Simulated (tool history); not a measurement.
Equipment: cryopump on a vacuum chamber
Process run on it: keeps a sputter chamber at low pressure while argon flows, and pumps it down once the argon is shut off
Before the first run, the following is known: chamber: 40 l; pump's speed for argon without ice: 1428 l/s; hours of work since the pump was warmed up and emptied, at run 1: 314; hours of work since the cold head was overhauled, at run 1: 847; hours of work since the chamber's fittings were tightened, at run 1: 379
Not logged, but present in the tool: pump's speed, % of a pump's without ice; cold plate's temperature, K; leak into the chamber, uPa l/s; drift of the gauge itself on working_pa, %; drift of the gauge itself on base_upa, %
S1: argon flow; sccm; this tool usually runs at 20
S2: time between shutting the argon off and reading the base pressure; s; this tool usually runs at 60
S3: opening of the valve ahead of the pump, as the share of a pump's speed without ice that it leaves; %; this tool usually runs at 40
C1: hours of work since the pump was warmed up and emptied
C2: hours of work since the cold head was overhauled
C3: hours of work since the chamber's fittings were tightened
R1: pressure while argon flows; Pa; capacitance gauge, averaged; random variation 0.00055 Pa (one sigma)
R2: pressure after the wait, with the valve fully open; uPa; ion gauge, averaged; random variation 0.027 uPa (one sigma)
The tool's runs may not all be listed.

Run 1, hour 0: usual settings; C1 314; C2 847; C3 379. Result: R1 0.0653 Pa, R2 2.11 uPa.
Run 2, hour 14.3: usual settings; C1 325; C2 858; C3 389. Result: R1 0.0661 Pa, R2 2.15 uPa.
Run 3, hour 30.2: usual settings; C1 336; C2 870; C3 401. Result: R1 0.0659 Pa, R2 2.1 uPa.
Run 4, hour 59: usual settings; C1 358; C2 891; C3 423. Result: R1 0.0654 Pa, R2 2.19 uPa.
Run 5, hour 77.7: usual settings; C1 372; C2 905; C3 437. Result: R1 0.0677 Pa, R2 2.33 uPa.
Run 6, hour 95.9: usual settings but S1 13 sccm; C1 386; C2 919; C3 450. Result: R1 0.0439 Pa, R2 2.34 uPa.
Run 7, hour 125.4: usual settings but S1 13 sccm; C1 408; C2 941; C3 472. Result: R1 0.0439 Pa, R2 2.47 uPa.
Run 8, hour 137.5: usual settings but S1 13 sccm; C1 417; C2 950; C3 481. Result: R1 0.0452 Pa, R2 2.41 uPa.

Run 9, settings as shown, results not yet in. Your forecast:
Run 9, hour 156.6: usual settings but S1 11 sccm, S3 21 %; C1 431; C2 964; C3 496. Result: R1 ?, R2 ?.

Run 9 measured R1 0.0672 Pa, R2 2.48 uPa.
Take away the tool's hidden state, keep the run-to-run variation as it was, and the same run would have given R1 0.0619 Pa, R2 1.22 uPa.
